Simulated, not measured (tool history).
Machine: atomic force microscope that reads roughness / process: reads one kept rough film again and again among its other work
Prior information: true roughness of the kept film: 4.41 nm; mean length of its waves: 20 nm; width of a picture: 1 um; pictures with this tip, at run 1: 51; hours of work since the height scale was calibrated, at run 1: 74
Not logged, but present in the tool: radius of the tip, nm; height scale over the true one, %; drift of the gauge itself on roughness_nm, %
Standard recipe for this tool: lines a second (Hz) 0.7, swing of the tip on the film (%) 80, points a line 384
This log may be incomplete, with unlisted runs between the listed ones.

run	hour	lines a second (Hz)	swing of the tip on the film (%)	points a line	pictures with this tip	hours of work since the height scale was calibrated	roughness of the kept film (nm (root mean square))
1	0	0.7	80	384	51	74	2.8
2	22.2	0.955	80	384	71	87	2.533
3	40.5	0.955	80	384	88	98	2.35
4	55.9	0.955	80	384	102	107	2.236
# hour 75.9: new tip fitted
5	78	0.7	80	384	2	119	3.459
6	104.9	0.7	80	384	27	135	3.024
7	123.4	0.7	80	384	44	146	2.79
8	144.5	0.7	64	384	63	158	2.621
9	161.8	0.7	64	384	79	168	2.484
10	190.6	0.7	64	384	106	185	2.23
# hour 208.8: new tip fitted
11	220.3	0.7	80	384	10	202	3.288
12	233.7	0.7	80	384	23	210	3.05
13	248.5	0.7	80	861	36	219	2.913
14	274.1	0.7	80	861	60	234	2.629
15	302.4	0.928	80	384	86	250	2.331
16	333.8	0.928	80	384	115	269	2.099
# hour 340.5: new tip fitted
17	349.7	0.7	90	384	9	278	3.233
18	364.1	0.7	90	384	22	286	3.008
19	394.3	0.7	90	384	50	304	2.653
20	418.7	0.7	90	384	72	318	2.439
21	447.1	0.7	90	384	98	335	2.191
# hour 473: new tip fitted
22	476.5	0.7	90	384	3	351	3.378
23	492.3	0.7	90	384	17	361	3.117
24	509.5	1.007	62	496	33	371	3.032
25	535.1	1.007	62	496	57	386	2.68
26	563.8	1.31	69	340	83	402	2.348
27	590.7	1.31	69	340	108	418	2.154
# hour 605.2: new tip fitted
28	607.8	1.31	69	340	3	428	3.346
29	638.8	3.759	62	817	31	446	2.905
30	669.8	1.164	56	729	60	464	2.64
31	690.6	0.7	83	384	79	476	2.397
32	718.1	0.7	83	384	104	492	2.167
# hour 737.7: new tip fitted
33	749	1.177	68	381	10	510	3.268
34	772	1.177	61	381	31	524	2.948
35	795.2	1.177	61	381	53	537	2.694
36	825.1	3.145	80	384	80	555	2.214
37	852.4	0.797	80	334	105	571	2.209
# hour 870.1: new tip fitted
38	879.8	0.7	80	698	9	587	3.41
39	894.9	0.7	80	495	23	595	3.111
40	912.6	0.7	67	384	39	606	2.922
41	937	0.7	64	590	61	620	2.649
42	957.8	0.7	64	590	80	632	2.486
43	988.6	3.844	64	546	109	650	2.113

Hidden condition of the tool, last listed run before each entry between runs versus first listed run after:
Runs 4 to 5: new tip fitted (hour 75.9)
  radius of the tip, nm: 19.9 -> 5.3; height scale over the true one, %: 0.19 -> 0.2
  measured minus no-state result, roughness of the kept film (nm (root mean square)): -1.183 -> -0.029
Runs 10 to 11: new tip fitted (hour 208.8)
  radius of the tip, nm: 21.2 -> 6.5; height scale over the true one, %: 0.23 -> 0.24
  measured minus no-state result, roughness of the kept film (nm (root mean square)): -1.285 -> -0.173
Runs 16 to 17: new tip fitted (hour 340.5)
  radius of the tip, nm: 22.8 -> 6.6
  measured minus no-state result, roughness of the kept film (nm (root mean square)): -1.328 -> -0.171
Runs 21 to 22: new tip fitted (hour 473)
  radius of the tip, nm: 20.3 -> 5.4; height scale over the true one, %: 0.3 -> 0.31
  measured minus no-state result, roughness of the kept film (nm (root mean square)): -1.192 -> -0.041
Runs 27 to 28: new tip fitted (hour 605.2)
  radius of the tip, nm: 22.2 -> 5.8; height scale over the true one, %: 0.34 -> 0.35
  measured minus no-state result, roughness of the kept film (nm (root mean square)): -1.309 -> -0.079
Runs 32 to 33: new tip fitted (hour 737.7)
  radius of the tip, nm: 21.3 -> 7; height scale over the true one, %: 0.38 -> 0.39
  measured minus no-state result, roughness of the kept film (nm (root mean square)): -1.255 -> -0.218
Runs 37 to 38: new tip fitted (hour 870.1)
  radius of the tip, nm: 21 -> 6.2
  measured minus no-state result, roughness of the kept film (nm (root mean square)): -1.247 -> -0.133
